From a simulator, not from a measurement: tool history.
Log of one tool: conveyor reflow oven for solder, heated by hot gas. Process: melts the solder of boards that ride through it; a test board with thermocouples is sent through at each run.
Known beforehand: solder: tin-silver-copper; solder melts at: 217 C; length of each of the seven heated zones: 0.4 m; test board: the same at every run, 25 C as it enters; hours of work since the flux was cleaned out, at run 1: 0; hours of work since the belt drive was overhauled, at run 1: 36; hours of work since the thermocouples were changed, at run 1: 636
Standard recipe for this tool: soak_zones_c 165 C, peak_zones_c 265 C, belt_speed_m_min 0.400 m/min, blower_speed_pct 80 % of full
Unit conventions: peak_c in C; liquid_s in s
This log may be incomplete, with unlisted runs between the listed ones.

run	hour	soak_zones_c	peak_zones_c	belt_speed_m_min	blower_speed_pct	hours of work since the flux was cleaned out	hours of work since the belt drive was overhauled	hours of work since the thermocouples were changed	peak_c	liquid_s
1	0.0	165	265	0.400	80	0	36	636	250.9	84.0
2	19.3	165	265	0.400	80	9	45	645	250.8	83.4
3	28.8	174	265	0.400	80	13	49	650	252.5	90.1
4	37.9	174	265	0.400	80	18	53	654	252.0	89.9
5	55.5	174	265	0.400	80	26	62	662	252.2	90.0
6	72.2	174	265	0.400	80	33	69	670	252.2	89.9
7	89.6	174	265	0.400	80	42	77	678	252.1	90.1
8	104.3	174	265	0.400	80	48	84	685	252.2	90.4
9	115.1	165	265	0.400	80	53	89	690	250.8	83.7
10	129.1	165	265	0.400	80	60	96	696	251.0	83.5
11	148.0	165	265	0.400	80	69	104	705	250.8	83.3
12	168.0	165	265	0.400	80	78	114	714	250.7	83.2
13	182.2	165	265	0.356	80	84	120	721	254.3	100.3
# hour 189.0: flux residue cleaned out of gas plates and filters
14	208.0	162	261	0.382	80	9	130	730	248.1	83.0
15	219.2	169	254	0.407	63	14	135	735	238.0	64.2
16	240.7	165	258	0.443	80	24	145	745	241.0	61.1
17	250.6	165	265	0.433	80	28	150	750	247.6	72.4
18	261.9	162	265	0.433	53	34	155	755	240.4	58.5
19	282.9	150	269	0.323	53	43	165	765	253.3	99.4
# hour 297.2: flux residue cleaned out of gas plates and filters, once more
20	306.4	165	265	0.334	80	4	173	773	256.6	110.9
21	316.4	165	265	0.334	80	9	178	778	256.6	110.7
22	327.7	152	265	0.355	63	14	183	783	250.3	87.3
23	346.0	152	265	0.355	63	23	191	792	249.8	86.9

Predict each of these 4 candidate next runs independently; none follows another, all start after run 23:
A	362.9	152	266	0.355	80	30	199	800	?	?
B	362.9	154	265	0.407	52	30	199	800	?	?
C	362.9	159	265	0.400	82	30	199	800	?	?
D	362.9	152	265	0.337	63	30	199	800	?	?

run	peak_c	liquid_s
A	254.2	93.8
B	241.7	62.2
C	250.7	81.3
D	251.9	95.2
Had the tool no hidden state, the same runs would have come out as:
run	peak_c	liquid_s
A	251.9	90.7
B	239.5	58.5
C	248.4	78.3
D	249.5	91.7
